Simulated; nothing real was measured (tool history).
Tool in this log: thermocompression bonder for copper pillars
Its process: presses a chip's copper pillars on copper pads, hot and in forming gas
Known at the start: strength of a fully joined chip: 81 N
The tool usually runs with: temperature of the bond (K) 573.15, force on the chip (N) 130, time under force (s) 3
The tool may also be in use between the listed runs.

run,hour,temperature of the bond (K),force on the chip (N),time under force (s),force that shears a chip off (N)
1,0.0,573.15,130,3,56.8
# hour 64.6: heater calibrated with a thermocouple chip
# hour 86.0: forming gas filter changed
2,103.9,573.15,130,3,59.8
3,176.0,573.15,130,3,59.5
4,246.2,573.15,116,3,55.3
5,314.1,573.15,116,3,54.7
6,393.9,573.15,116,3,53.8
# hour 418.5: heater calibrated with a thermocouple chip, once more
# hour 454.4: forming gas filter changed
7,469.8,573.15,130,3,54.3
8,564.4,573.15,130,3,53.7
9,651.0,573.15,130,3,53.1
10,693.3,573.15,130,3,52.7
11,765.1,573.15,130,3,52.2
# hour 814.3: forming gas filter changed
12,814.3,573.15,130,3,54.6
13,911.9,573.15,130,3,53.8
14,993.8,573.15,130,3,53.3
15,1046.5,573.15,130,3,53.1
16,1146.0,545.15,154,2,40.7
# hour 1179.2: forming gas filter changed
17,1206.9,545.15,154,2,43.1
18,1284.8,544.15,154,4,51.9
# hour 1309.7: force cell calibrated
19,1382.9,549.15,93,4,40.3
20,1427.4,603.15,112,3,61.7
21,1516.5,576.15,148,4,63.0
# hour 1543.6: forming gas filter changed
22,1568.4,573.15,142,2,54.6
23,1618.7,573.15,188,3,67.6
24,1699.6,573.15,188,3,67.5
25,1759.4,555.15,92,8,52.2
26,1831.1,601.15,92,2,48.5
27,1884.0,554.15,110,2,37.2
# hour 1908.9: forming gas filter changed
28,1961.6,559.15,147,3,56.1
29,2027.7,573.15,137,3,58.8

Alternative continuations, all from the tool just after run 29; predict every row:
A,2109.6,568.15,103,5,?
B,2109.6,573.15,130,2,?
C,2109.6,558.15,94,3,?
D,2109.6,573.15,113,2,?
E,2109.6,561.15,79,3,?

run,force that shears a chip off (N)
A,54.3
B,50.8
C,40.4
D,46.2
E,36.0
The same runs, with their run-to-run variation unchanged, on a tool lacking any hidden condition would have given:
run,force that shears a chip off (N)
A,54.4
B,50.8
C,40.1
D,46.1
E,35.6

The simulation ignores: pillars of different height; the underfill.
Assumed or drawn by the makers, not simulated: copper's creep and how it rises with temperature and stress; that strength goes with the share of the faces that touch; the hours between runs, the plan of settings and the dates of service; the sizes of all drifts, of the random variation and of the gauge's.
